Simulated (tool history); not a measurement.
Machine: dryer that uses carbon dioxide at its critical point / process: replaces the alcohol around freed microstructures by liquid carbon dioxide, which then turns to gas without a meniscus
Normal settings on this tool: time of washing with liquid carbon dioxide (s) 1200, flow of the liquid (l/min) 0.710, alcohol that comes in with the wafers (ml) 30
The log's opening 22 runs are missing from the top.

| run | hour | time of washing with liquid carbon dioxide (s) | flow of the liquid (l/min) | alcohol that comes in with the wafers (ml) | alcohol left in the vessel before it's heated (ppm by volume) |
|---|---|---|---|---|---|
| 23 | 419.4 | 1200 | 0.710 | 30 | 80 |
| 24 | 436.6 | 1560 | 0.710 | 49 | 59 |
| 25 | 450.6 | 1560 | 0.710 | 49 | 54 |
| 26 | 475.2 | 840 | 0.585 | 30 | 406 |
| 27 | 493.3 | 840 | 0.585 | 30 | 414 |
| 28 | 514.6 | 840 | 0.585 | 30 | 418 |
| 29 | 528.1 | 1140 | 0.563 | 22 | 153 |
| 30 | 555.3 | 1200 | 0.738 | 58 | 103 |
| 31 | 581.7 | 1140 | 0.903 | 22 | 73 |
| 32 | 605.2 | 900 | 0.697 | 87 | 495 |
| 33 | 627.4 | 1620 | 0.469 | 39 | 139 |
| 34 | 648.0 | 720 | 0.879 | 92 | 530 |
| 35 | 662.7 | 1500 | 0.494 | 30 | 136 |
| 36 | 679.3 | 1560 | 0.647 | 32 | 78 |
| 37 | 704.0 | 1440 | 1.014 | 60 | 84 |
| 38 | 722.8 | 1020 | 0.465 | 62 | 1092 |
| 39 | 740.3 | 1020 | 0.465 | 62 | 1058 |
| 40 | 753.8 | 1200 | 0.795 | 30 | 104 |
| 41 | 779.5 | 1200 | 0.795 | 106 | 153 |
| 42 | 795.0 | 1200 | 0.434 | 23 | 376 |
| 43 | 811.9 | 1200 | 0.434 | 23 | 378 |
|  | 828.4 | inlet filter changed |
| 44 | 837.2 | 1020 | 0.710 | 30 | 151 |
| 45 | 862.6 | 1200 | 0.665 | 31 | 140 |

Forecast each of these 4 alternatives for the next run:
| A | 877.9 | 840 | 0.961 | 25 | ? |
| B | 877.9 | 1620 | 0.536 | 30 | ? |
| C | 877.9 | 1680 | 0.679 | 74 | ? |
| D | 877.9 | 1200 | 0.665 | 110 | ? |

| run | alcohol left in the vessel before it's heated (ppm by volume) |
|---|---|
| A | 132 |
| B | 115 |
| C | 104 |
| D | 226 |
Without the tool's hidden state the same runs would have given:
| run | alcohol left in the vessel before it's heated (ppm by volume) |
|---|---|
| A | 35 |
| B | 17 |
| C | 8 |
| D | 117 |
